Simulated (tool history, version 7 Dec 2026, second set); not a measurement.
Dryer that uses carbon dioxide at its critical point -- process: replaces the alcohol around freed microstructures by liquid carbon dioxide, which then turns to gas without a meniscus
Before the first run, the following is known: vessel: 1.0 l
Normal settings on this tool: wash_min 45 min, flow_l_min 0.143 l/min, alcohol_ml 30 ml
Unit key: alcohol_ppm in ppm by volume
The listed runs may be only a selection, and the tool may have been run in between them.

run 1 hour=0.0 | wash_min=45 flow_l_min=0.143 alcohol_ml=30 | alcohol_ppm=214
run 2 hour=17.9 | wash_min=45 flow_l_min=0.143 alcohol_ml=30 | alcohol_ppm=210
run 3 hour=35.7 | wash_min=45 flow_l_min=0.143 alcohol_ml=30 | alcohol_ppm=214
run 4 hour=52.2 | wash_min=45 flow_l_min=0.154 alcohol_ml=30 | alcohol_ppm=151
run 5 hour=63.0 | wash_min=45 flow_l_min=0.154 alcohol_ml=30 | alcohol_ppm=156
run 6 hour=80.1 | wash_min=45 flow_l_min=0.176 alcohol_ml=30 | alcohol_ppm=91
run 7 hour=93.1 | wash_min=45 flow_l_min=0.176 alcohol_ml=30 | alcohol_ppm=78
run 8 hour=102.9 | wash_min=30 flow_l_min=0.127 alcohol_ml=29 | alcohol_ppm=1571
run 9 hour=117.8 | wash_min=54 flow_l_min=0.110 alcohol_ml=29 | alcohol_ppm=323
run 10 hour=131.4 | wash_min=37 flow_l_min=0.112 alcohol_ml=29 | alcohol_ppm=1227
run 11 hour=140.7 | wash_min=37 flow_l_min=0.112 alcohol_ml=29 | alcohol_ppm=1200
run 12 hour=150.4 | wash_min=45 flow_l_min=0.143 alcohol_ml=47 | alcohol_ppm=372

Forecast each of these 4 alternatives for the next run:
run A hour=166.5 | wash_min=45 flow_l_min=0.113 alcohol_ml=108 | alcohol_ppm=?
run B hour=166.5 | wash_min=69 flow_l_min=0.212 alcohol_ml=39 | alcohol_ppm=?
run C hour=166.5 | wash_min=45 flow_l_min=0.143 alcohol_ml=103 | alcohol_ppm=?
run D hour=166.5 | wash_min=32 flow_l_min=0.142 alcohol_ml=111 | alcohol_ppm=?

run=A alcohol_ppm=2227
run=B alcohol_ppm=31
run=C alcohol_ppm=781
run=D alcohol_ppm=3427
What these runs would have given with no unlogged condition in the tool:
run=A alcohol_ppm=1282
run=B alcohol_ppm=11
run=C alcohol_ppm=389
run=D alcohol_ppm=2098

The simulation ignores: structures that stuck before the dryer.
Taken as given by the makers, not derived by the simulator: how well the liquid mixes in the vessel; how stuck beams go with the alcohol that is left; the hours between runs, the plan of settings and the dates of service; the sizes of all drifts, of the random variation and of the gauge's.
